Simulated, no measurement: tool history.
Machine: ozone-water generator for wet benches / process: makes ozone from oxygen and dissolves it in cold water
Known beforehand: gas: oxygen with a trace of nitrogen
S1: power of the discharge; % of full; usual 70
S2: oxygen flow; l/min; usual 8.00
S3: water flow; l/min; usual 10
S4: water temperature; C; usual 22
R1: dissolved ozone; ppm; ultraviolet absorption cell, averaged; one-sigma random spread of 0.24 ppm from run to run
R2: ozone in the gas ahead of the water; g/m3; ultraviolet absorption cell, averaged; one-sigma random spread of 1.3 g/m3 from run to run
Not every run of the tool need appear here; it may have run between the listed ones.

run,hour,S1,S2,S3,S4,R1,R2
1,0.0,70,8.00,10,22,34.4,234.0
2,28.9,70,8.00,10,22,34.2,235.4
3,45.2,70,5.60,10,22,37.1,282.6
4,64.5,70,5.60,10,22,36.5,278.4
5,95.2,70,5.60,10,22,36.6,281.5
6,127.4,70,5.60,10,22,36.9,282.1
7,145.9,70,8.00,10,22,34.4,234.3
8,167.5,70,8.00,10,26,30.8,235.1
9,182.4,70,8.00,10,26,31.0,232.4
10,215.0,70,8.00,8,26,35.0,234.0
11,246.1,70,8.00,8,26,35.5,231.7
12,260.5,70,8.00,10,14,40.8,234.0
13,286.8,70,8.00,10,14,41.1,234.3
14,310.5,70,8.00,10,22,34.3,232.1
15,336.5,78,8.00,10,29,30.7,248.6
16,351.0,82,5.74,8,20,48.8,308.0
17,366.4,82,5.74,8,20,49.1,304.3
18,397.3,70,8.00,15,22,25.8,232.4
19,411.9,69,8.00,7,20,43.3,232.3
20,437.8,69,8.00,7,20,43.4,230.1
21,466.9,97,6.24,10,19,47.6,327.4

Run 22, settings as shown, results not yet in. Your forecast:
22,484.5,97,6.24,16,26,?,?

{"run 22": {"R1": 29.1, "R2": 329.5}}
Minus the tool's unlogged condition, the same run would have read R1 31.0 ppm, R2 338.7 g/m3.

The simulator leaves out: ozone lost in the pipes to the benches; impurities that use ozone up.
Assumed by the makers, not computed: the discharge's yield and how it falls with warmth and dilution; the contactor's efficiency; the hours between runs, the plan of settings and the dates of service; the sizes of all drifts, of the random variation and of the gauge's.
